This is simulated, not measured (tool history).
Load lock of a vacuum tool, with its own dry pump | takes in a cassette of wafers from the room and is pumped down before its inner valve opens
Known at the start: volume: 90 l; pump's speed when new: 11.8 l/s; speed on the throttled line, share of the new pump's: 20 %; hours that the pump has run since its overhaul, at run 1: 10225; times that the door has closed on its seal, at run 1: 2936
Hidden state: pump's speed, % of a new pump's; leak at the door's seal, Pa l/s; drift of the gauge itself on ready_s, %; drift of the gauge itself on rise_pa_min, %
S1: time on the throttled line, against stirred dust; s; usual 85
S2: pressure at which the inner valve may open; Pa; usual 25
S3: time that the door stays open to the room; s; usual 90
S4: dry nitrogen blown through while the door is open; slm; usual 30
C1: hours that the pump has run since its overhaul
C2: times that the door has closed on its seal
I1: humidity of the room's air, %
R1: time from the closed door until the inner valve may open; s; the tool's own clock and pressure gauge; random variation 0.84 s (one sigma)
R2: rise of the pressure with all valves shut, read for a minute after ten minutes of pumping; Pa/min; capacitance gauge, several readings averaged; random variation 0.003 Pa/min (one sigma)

run 1 hour=0.0 | S1=85 S2=25 S3=90 S4=30 | C1=10225 C2=2936 | I1=43.8 | R1=138.3 R2=0.040
run 2 hour=67.5 | S1=85 S2=25 S3=90 S4=30 | C1=10293 C2=3026 | I1=45.5 | R1=138.9 R2=0.038
run 3 hour=105.5 | S1=85 S2=25 S3=40 S4=30 | C1=10331 C2=3076 | I1=49.9 | R1=139.2 R2=0.032
run 4 hour=160.0 | S1=85 S2=25 S3=40 S4=30 | C1=10385 C2=3148 | I1=42.8 | R1=139.8 R2=0.030
run 5 hour=229.3 | S1=73 S2=25 S3=90 S4=30 | C1=10455 C2=3239 | I1=48.9 | R1=130.7 R2=0.045
run 6 hour=276.1 | S1=85 S2=25 S3=90 S4=30 | C1=10502 C2=3301 | I1=46.6 | R1=139.3 R2=0.042
run 7 hour=340.1 | S1=85 S2=25 S3=90 S4=43 | C1=10566 C2=3386 | I1=41.2 | R1=139.9 R2=0.030
run 8 hour=409.0 | S1=85 S2=25 S3=90 S4=43 | C1=10634 C2=3477 | I1=47.3 | R1=139.3 R2=0.040
run 9 hour=484.0 | S1=85 S2=25 S3=90 S4=43 | C1=10710 C2=3576 | I1=40.2 | R1=140.5 R2=0.033
run 10 hour=569.3 | S1=85 S2=25 S3=90 S4=43 | C1=10795 C2=3689 | I1=41.8 | R1=142.2 R2=0.030
run 11 hour=648.3 | S1=85 S2=25 S3=90 S4=43 | C1=10874 C2=3794 | I1=42.8 | R1=138.8 R2=0.031
run 12 hour=720.7 | S1=85 S2=25 S3=90 S4=30 | C1=10946 C2=3889 | I1=45.8 | R1=139.6 R2=0.040
run 13 hour=760.6 | S1=85 S2=25 S3=90 S4=30 | C1=10986 C2=3942 | I1=44.7 | R1=138.0 R2=0.048
run 14 hour=814.1 | S1=85 S2=25 S3=90 S4=30 | C1=11040 C2=4013 | I1=45.3 | R1=140.0 R2=0.044
run 15 hour=889.5 | S1=85 S2=25 S3=90 S4=30 | C1=11115 C2=4113 | I1=45.1 | R1=140.3 R2=0.050
run 16 hour=955.4 | S1=85 S2=23 S3=90 S4=30 | C1=11181 C2=4200 | I1=45.5 | R1=140.6 R2=0.045
run 17 hour=995.8 | S1=85 S2=25 S3=90 S4=11 | C1=11221 C2=4253 | I1=44.2 | R1=141.0 R2=0.063
run 18 hour=1033.7 | S1=85 S2=25 S3=90 S4=30 | C1=11259 C2=4303 | I1=46.1 | R1=140.0 R2=0.044
run 19 hour=1101.9 | S1=85 S2=25 S3=90 S4=30 | C1=11327 C2=4394 | I1=44.9 | R1=139.6 R2=0.039
run 20 hour=1167.8 | S1=85 S2=25 S3=48 S4=30 | C1=11393 C2=4481 | I1=40.2 | R1=141.2 R2=0.027
run 21 hour=1224.3 | S1=85 S2=28 S3=90 S4=7 | C1=11450 C2=4555 | I1=47.0 | R1=139.2 R2=0.071
run 22 hour=1301.1 | S1=85 S2=28 S3=55 S4=7 | C1=11527 C2=4657 | I1=49.3 | R1=139.6 R2=0.061
run 23 hour=1359.1 | S1=43 S2=24 S3=149 S4=10 | C1=11585 C2=4734 | I1=46.4 | R1=107.7 R2=0.080
run 24 hour=1397.8 | S1=163 S2=29 S3=38 S4=5 | C1=11623 C2=4785 | I1=46.4 | R1=198.6 R2=0.047
run 25 hour=1484.4 | S1=163 S2=19 S3=146 S4=5 | C1=11710 C2=4899 | I1=47.4 | R1=203.4 R2=0.095
run 26 hour=1561.9 | S1=85 S2=24 S3=90 S4=30 | C1=11787 C2=5002 | I1=47.3 | R1=141.3 R2=0.045
run 27 hour=1640.4 | S1=85 S2=24 S3=90 S4=8 | C1=11866 C2=5106 | I1=42.9 | R1=142.1 R2=0.066
run 28 hour=1703.4 | S1=85 S2=48 S3=61 S4=8 | C1=11929 C2=5189 | I1=46.9 | R1=133.4 R2=0.061
run 29 hour=1762.7 | S1=85 S2=23 S3=54 S4=30 | C1=11988 C2=5267 | I1=44.6 | R1=141.3 R2=0.039
run 30 hour=1824.4 | S1=85 S2=25 S3=90 S4=6 | C1=12050 C2=5349 | I1=40.4 | R1=141.4 R2=0.070
run 31 hour=1903.0 | S1=85 S2=25 S3=54 S4=30 | C1=12129 C2=5453 | I1=41.8 | R1=142.3 R2=0.031
run 32 hour=1977.9 | S1=68 S2=25 S3=54 S4=30 | C1=12203 C2=5552 | I1=45.2 | R1=129.8 R2=0.041
run 33 hour=2064.4 | S1=130 S2=37 S3=90 S4=8 | C1=12290 C2=5666 | I1=45.0 | R1=171.9 R2=0.069
run 34 hour=2104.8 | S1=130 S2=49 S3=90 S4=8 | C1=12330 C2=5720 | I1=45.9 | R1=167.6 R2=0.069
run 35 hour=2181.4 | S1=65 S2=36 S3=211 S4=8 | C1=12407 C2=5821 | I1=43.2 | R1=123.2 R2=0.098
run 36 hour=2258.3 | S1=102 S2=39 S3=90 S4=30 | C1=12484 C2=5923 | I1=45.6 | R1=147.6 R2=0.048

The same runs without the tool's hidden state, with the same run-to-run variation:
run=1 R1=130.6 R2=0.035
run=2 R1=131.1 R2=0.033
run=3 R1=131.3 R2=0.028
run=4 R1=131.9 R2=0.025
run=5 R1=122.5 R2=0.040
run=6 R1=131.3 R2=0.037
run=7 R1=131.8 R2=0.025
run=8 R1=131.2 R2=0.035
run=9 R1=132.2 R2=0.028
run=10 R1=133.8 R2=0.024
run=11 R1=130.5 R2=0.025
run=12 R1=131.1 R2=0.034
run=13 R1=129.6 R2=0.042
run=14 R1=131.4 R2=0.039
run=15 R1=131.7 R2=0.044
run=16 R1=132.0 R2=0.039
run=17 R1=132.3 R2=0.057
run=18 R1=131.3 R2=0.037
run=19 R1=130.8 R2=0.033
run=20 R1=132.3 R2=0.020
run=21 R1=130.7 R2=0.065
run=22 R1=130.9 R2=0.054
run=23 R1=97.3 R2=0.073
run=24 R1=192.8 R2=0.040
run=25 R1=197.1 R2=0.088
run=26 R1=131.9 R2=0.037
run=27 R1=132.7 R2=0.058
run=28 R1=125.3 R2=0.053
run=29 R1=131.9 R2=0.031
run=30 R1=131.9 R2=0.062
run=31 R1=132.7 R2=0.023
run=32 R1=119.5 R2=0.033
run=33 R1=164.9 R2=0.060
run=34 R1=160.9 R2=0.060
run=35 R1=113.2 R2=0.089
run=36 R1=139.5 R2=0.038
